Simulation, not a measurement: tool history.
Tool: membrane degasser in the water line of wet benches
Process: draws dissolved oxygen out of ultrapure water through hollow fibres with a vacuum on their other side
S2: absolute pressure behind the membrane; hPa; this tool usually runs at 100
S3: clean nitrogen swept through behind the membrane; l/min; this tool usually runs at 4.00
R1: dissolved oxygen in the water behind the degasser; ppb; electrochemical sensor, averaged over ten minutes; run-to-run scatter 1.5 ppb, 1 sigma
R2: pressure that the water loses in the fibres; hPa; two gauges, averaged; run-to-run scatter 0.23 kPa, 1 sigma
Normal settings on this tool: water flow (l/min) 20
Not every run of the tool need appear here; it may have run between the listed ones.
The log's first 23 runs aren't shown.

{"run": 24, "hour": 5532.8, "water flow (l/min)": 32, "S2": 110, "S3": 4.82, "R1": 418.9, "R2": 1015.6}
{"run": 25, "hour": 5883.1, "water flow (l/min)": 21, "S2": 91, "S3": 4.82, "R1": 184.8, "R2": 672.7}
{"run": 26, "hour": 6175.6, "water flow (l/min)": 19, "S2": 72, "S3": 1.78, "R1": 197.1, "R2": 608.6}
{"run": 27, "hour": 6469.5, "water flow (l/min)": 20, "S2": 100, "S3": 2.43, "R1": 238.5, "R2": 641.4}
{"run": 28, "hour": 6653.0, "water flow (l/min)": 17, "S2": 126, "S3": 4.0, "R1": 172.0, "R2": 548.9}
{"run": 29, "hour": 6973.1, "water flow (l/min)": 17, "S2": 126, "S3": 5.17, "R1": 149.7, "R2": 546.3}
{"hour": 7171.3, "done": "vacuum gauge calibrated"}
{"run": 30, "hour": 7219.3, "water flow (l/min)": 20, "S2": 78, "S3": 9.26, "R1": 137.0, "R2": 646.1}
{"run": 31, "hour": 7533.0, "water flow (l/min)": 20, "S2": 78, "S3": 9.26, "R1": 136.4, "R2": 644.3}

What if the next run were any one of these 5? Each begins from the tool's condition after run 31:
{"run": "A", "hour": 7720.4, "water flow (l/min)": 13, "S2": 157, "S3": 4.0, "R1": "?", "R2": "?"}
{"run": "B", "hour": 7720.4, "water flow (l/min)": 12, "S2": 129, "S3": 4.0, "R1": "?", "R2": "?"}
{"run": "C", "hour": 7720.4, "water flow (l/min)": 20, "S2": 100, "S3": 8.31, "R1": "?", "R2": "?"}
{"run": "D", "hour": 7720.4, "water flow (l/min)": 20, "S2": 190, "S3": 4.0, "R1": "?", "R2": "?"}
{"run": "E", "hour": 7720.4, "water flow (l/min)": 28, "S2": 100, "S3": 1.65, "R1": "?", "R2": "?"}

run=A R1=135.7 R2=420.2
run=B R1=98.1 R2=383.2
run=C R1=153.6 R2=645.6
run=D R1=300.2 R2=647.6
run=E R1=479.3 R2=908.5
With the hidden condition removed and each run's random variation left untouched, the same runs would have given:
run=A R1=117.6 R2=376.8
run=B R1=83.8 R2=343.3
run=C R1=109.1 R2=578.8
run=D R1=255.0 R2=580.9
run=E R1=402.1 R2=814.8
